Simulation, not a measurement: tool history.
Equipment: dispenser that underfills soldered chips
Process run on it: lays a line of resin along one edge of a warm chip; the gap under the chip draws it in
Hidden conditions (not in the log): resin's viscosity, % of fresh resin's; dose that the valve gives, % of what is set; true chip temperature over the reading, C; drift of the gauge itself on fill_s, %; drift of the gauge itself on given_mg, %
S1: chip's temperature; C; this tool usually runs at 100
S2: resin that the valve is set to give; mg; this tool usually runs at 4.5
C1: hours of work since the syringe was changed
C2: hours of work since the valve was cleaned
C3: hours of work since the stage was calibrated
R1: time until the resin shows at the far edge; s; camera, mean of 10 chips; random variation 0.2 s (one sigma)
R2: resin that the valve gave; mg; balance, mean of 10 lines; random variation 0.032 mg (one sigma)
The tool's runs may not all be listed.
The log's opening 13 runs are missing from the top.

run	hour	S1	S2	C1	C2	C3	R1	R2
14	66.8	100	4.5	4	72	183	10.8	4.24
# hour 69.5: new syringe of resin
15	70.8	100	4.69	1	75	185	9	4.46
16	75.4	100	4.5	4	78	188	10.4	4.24
# hour 78.5: new syringe of resin
17	81.7	100	4.5	2	82	192	9.9	4.23
18	86.8	100	4.5	5	85	195	11	4.2
# hour 87.6: new syringe of resin
19	92.8	91	4.6	3	88	199	13.3	4.31
# hour 96.3: new syringe of resin
20	98.3	103	4.4	1	92	202	8.6	4.11
21	104.4	93	4.03	5	96	206	13.4	3.79
# hour 105.4: new syringe of resin
22	108.5	89	4.21	2	98	209	13.2	3.92
# hour 114.3: new syringe of resin
23	115.8	89	4.21	1	103	213	12.6	3.9
24	121.4	89	5.31	5	106	217	14.6	4.91
# hour 123.3: new syringe of resin
25	125	92	5.31	1	108	219	11.2	4.92
26	130.8	90	4.27	5	112	223	14.8	3.96
# hour 132.1: new syringe of resin
27	134.6	86	4.42	2	114	225	14.5	4.1
# hour 141: new syringe of resin
28	141.4	99	5.3	0	119	229	9.3	4.83
29	148.1	99	5.3	5	123	234	11.1	4.85
# hour 149.8: new syringe of resin
30	153.1	104	5.3	2	126	237	8.3	4.81
31	156.1	104	5.3	4	128	238	8.9	4.89
# hour 158.7: new syringe of resin
32	162.7	107	4.3	3	132	243	8.3	3.88
33	166	109	4.5	5	134	245	8.4	4.06
# hour 167.6: new syringe of resin
34	172.5	100	4.14	3	138	249	10.5	3.72
# hour 176.6: new syringe of resin
35	177.9	108	5.68	1	142	252	7.2	5.16
# hour 180.9: dispensing valve cleaned and set on the balance
36	182.1	100	4.16	3	1	254	10.3	4.18

3 ways to go on from here, each from the tool as it stands after run 36. What would each give?
# hour 186.7: new syringe of resin
A	189.3	107	4.5	2	5	259	?	?
# hour 186.7: new syringe of resin
B	189.3	101	4.5	2	5	259	?	?
# hour 186.7: new syringe of resin
C	189.3	103	5.61	2	5	259	?	?

run	R1	R2
A	7.6	4.51
B	8.8	4.46
C	8.6	5.64
Stripped of hidden state, with their random variation kept, the same runs would have yielded:
run	R1	R2
A	7.3	4.53
B	8.5	4.47
C	8.4	5.65
